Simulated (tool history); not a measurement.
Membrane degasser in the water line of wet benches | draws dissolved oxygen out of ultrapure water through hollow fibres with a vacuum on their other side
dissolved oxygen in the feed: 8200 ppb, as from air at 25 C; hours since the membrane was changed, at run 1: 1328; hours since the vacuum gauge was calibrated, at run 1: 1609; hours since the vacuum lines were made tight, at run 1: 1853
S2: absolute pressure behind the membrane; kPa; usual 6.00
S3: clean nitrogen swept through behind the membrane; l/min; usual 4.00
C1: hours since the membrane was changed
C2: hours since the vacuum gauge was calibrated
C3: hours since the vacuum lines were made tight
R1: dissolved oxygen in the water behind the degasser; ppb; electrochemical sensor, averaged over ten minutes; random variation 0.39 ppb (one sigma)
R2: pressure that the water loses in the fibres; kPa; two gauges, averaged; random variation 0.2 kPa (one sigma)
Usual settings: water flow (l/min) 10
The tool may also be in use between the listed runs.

Run 1, day 0.000: usual settings; C1 1328; C2 1609; C3 1853. Result: R1 25.4 ppb, R2 46.62 kPa.
Run 2, day 2.300: usual settings; C1 1383; C2 1664; C3 1908. Result: R1 25.5 ppb, R2 46.58 kPa.
Run 3, day 4.233: usual settings but S2 9.08 kPa; C1 1430; C2 1710; C3 1955. Result: R1 44.7 ppb, R2 46.83 kPa.
Run 4, day 8.029: usual settings but S2 9.08 kPa; C1 1521; C2 1801; C3 2046. Result: R1 44.4 ppb, R2 46.52 kPa.
Run 5, day 11.892: usual settings but S2 9.08 kPa; C1 1614; C2 1894; C3 2139. Result: R1 45.6 ppb, R2 47.07 kPa.
Run 6, day 15.050: usual settings; C1 1689; C2 1970; C3 2214. Result: R1 25.2 ppb, R2 46.48 kPa.
Run 7, day 18.454: usual settings; C1 1771; C2 2051; C3 2296. Result: R1 25.2 ppb, R2 46.93 kPa.
Run 8, day 21.038: usual settings but S2 12.57 kPa; C1 1833; C2 2113; C3 2358. Result: R1 67.2 ppb, R2 46.70 kPa.
Run 9, day 23.533: usual settings but S2 12.57 kPa; C1 1893; C2 2173; C3 2418. Result: R1 66.7 ppb, R2 46.69 kPa.
Run 10, day 27.017: usual settings; C1 1977; C2 2257; C3 2502. Result: R1 26.0 ppb, R2 46.88 kPa.
Run 11, day 30.008: usual settings but water flow (l/min) 7; C1 2048; C2 2329; C3 2573. Result: R1 15.4 ppb, R2 33.12 kPa.
Run 12, day 31.962: usual settings but water flow (l/min) 7; C1 2095; C2 2376; C3 2620. Result: R1 15.4 ppb, R2 32.65 kPa.
Run 13, day 35.754: usual settings but water flow (l/min) 9; C1 2186; C2 2467; C3 2711. Result: R1 22.1 ppb, R2 42.32 kPa.
Run 14, day 39.779: usual settings but water flow (l/min) 9; C1 2283; C2 2563; C3 2808. Result: R1 21.9 ppb, R2 42.15 kPa.
Run 15, day 42.304: usual settings but water flow (l/min) 6, S3 11.66 l/min; C1 2344; C2 2624; C3 2869. Result: R1 5.3 ppb, R2 28.15 kPa.
Run 16, day 45.208: usual settings but S2 9.43 kPa, S3 11.52 l/min; C1 2413; C2 2694; C3 2938. Result: R1 21.7 ppb, R2 46.58 kPa.
Run 17, day 48.888: usual settings but water flow (l/min) 11, S2 7.66 kPa, S3 9.79 l/min; C1 2501; C2 2782; C3 3026. Result: R1 23.5 ppb, R2 51.02 kPa.
Run 18, day 51.912: usual settings but water flow (l/min) 11, S2 4.08 kPa, S3 9.62 l/min; C1 2574; C2 2854; C3 3099. Result: R1 12.9 ppb, R2 51.95 kPa.
Run 19, day 54.183: usual settings but water flow (l/min) 11, S2 4.08 kPa, S3 9.62 l/min; C1 2629; C2 2909; C3 3154. Result: R1 13.2 ppb, R2 51.65 kPa.
Run 20, day 57.800: usual settings but water flow (l/min) 8, S2 13.17 kPa, S3 4.65 l/min; C1 2715; C2 2996; C3 3240. Result: R1 48.9 ppb, R2 37.26 kPa.
Run 21, day 59.638: usual settings but water flow (l/min) 12, S2 9.41 kPa; C1 2760; C2 3040; C3 3285. Result: R1 61.1 ppb, R2 55.93 kPa.
Run 22, day 63.688: usual settings but water flow (l/min) 12, S2 9.41 kPa; C1 2857; C2 3137; C3 3382. Result: R1 61.0 ppb, R2 56.37 kPa.
Run 23, day 66.233: usual settings but water flow (l/min) 12, S2 9.41 kPa; C1 2918; C2 3198; C3 3443. Result: R1 61.2 ppb, R2 56.61 kPa.
Run 24, day 68.600: usual settings but water flow (l/min) 13, S2 7.35 kPa, S3 2.85 l/min; C1 2975; C2 3255; C3 3500. Result: R1 65.4 ppb, R2 60.78 kPa.
Run 25, day 71.008: usual settings but water flow (l/min) 7, S2 12.58 kPa; C1 3032; C2 3313; C3 3557. Result: R1 45.7 ppb, R2 33.12 kPa.
Run 26, day 72.962: usual settings but water flow (l/min) 7, S2 12.58 kPa; C1 3079; C2 3360; C3 3604. Result: R1 45.6 ppb, R2 32.97 kPa.

Some steps in R1 between neighbouring runs. How much of each would the tool show without its hidden state too (settings, what came in, random variation), and how much is left for the hidden state, with any gauge scatter that isn't in both results?
The hidden state here: membrane still open, %; true pressure behind the membrane over the reading, kPa; air that leaks in behind the membrane, l/min; drift of the gauge itself on oxygen_ppb, %; drift of the gauge itself on loss_of_pressure_kpa, %.
Run 7 -> 8: S2 6.00 -> 12.57. R1 +42.0 ppb: hidden state +1.0, all else +41.0.
Run 9 -> 10: S2 12.57 -> 6.00. R1 -40.7 ppb: hidden state -0.9, all else -39.8.
Run 14 -> 15: water flow (l/min) 9 -> 6, S3 4.00 -> 11.66. R1 -16.6 ppb: hidden state -1.1, all else -15.5.
Run 19 -> 20: water flow (l/min) 11 -> 8, S2 4.08 -> 13.17, S3 9.62 -> 4.65. R1 +35.7 ppb: hidden state +1.6, all else +34.1.
